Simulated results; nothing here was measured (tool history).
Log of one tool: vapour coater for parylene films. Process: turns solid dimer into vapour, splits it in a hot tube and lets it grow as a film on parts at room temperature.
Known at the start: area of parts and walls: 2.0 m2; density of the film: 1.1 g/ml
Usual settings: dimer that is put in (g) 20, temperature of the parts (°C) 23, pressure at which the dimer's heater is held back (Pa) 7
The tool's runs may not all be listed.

run   hour  dimer that is put in (g)  temperature of the parts (°C)  pressure at which the dimer's heater is held back (Pa)  thickness of the film (µm)
  1      0                        20                             23                                                       7                        4.55
  2   20.3                        20                             23                                                       7                        4.59
  3   43.8                        20                             23                                                       7                        4.49
  4   61.7                        20                             23                                                       7                        4.45
  5   85.2                        20                             23                                                       7                        4.57
  6  107.4                        20                             23                                                       7                        4.48
  7  120.4                         8                             23                                                       7                        1.82
  8  142.8                         8                             23                                                       7                        1.83
  9  165.6                         8                             23                                                       7                        1.77
 10    183                         8                             23                                                       7                        1.78
 11  196.3                         8                             26                                                       7                        1.68
 12  217.7                         8                             26                                                       7                        1.66
 13  229.9                         8                             26                                                       7                        1.71
 14  246.7                        17                             23                                                       7                        3.76
 15  265.4                        17                             23                                                   10.96                        3.54
     271.5  -- trap's valve overhauled
 16  290.3                        17                             23                                                   10.96                        3.46
 17  316.1                        17                             23                                                   10.96                        3.47
 18  334.5                        17                             23                                                   10.96                         3.4
 19    354                        17                             23                                                   10.96                        3.44
 20  369.5                        20                             23                                                       7                        4.25
 21  388.3                        20                             23                                                       7                        4.29
     407.9  -- trap's valve overhauled, once more
 22  416.9                        20                             23                                                       7                        4.79
 23  442.3                        20                             23                                                    4.63                        5.04
 24    462                        20                             23                                                       7                        4.78
 25  488.1                        22                             31                                                     4.7                        4.76
 26    514                        22                             31                                                     4.7                        4.73
 27  533.7                        13                             31                                                     4.7                        2.83
 28    551                        13                             31                                                    7.06                        2.65
 29  563.8                        11                             30                                                    2.12                        2.77
 30  576.1                        20                             23                                                    3.82                        5.12

Run 31 comes next. What will it give?
 31   587                        20                             23                                                    3.82                           ?

Run 31 gave thickness of the film (µm) 5.11.
Without the tool's hidden state the same run would have given thickness of the film (µm) 5.32.
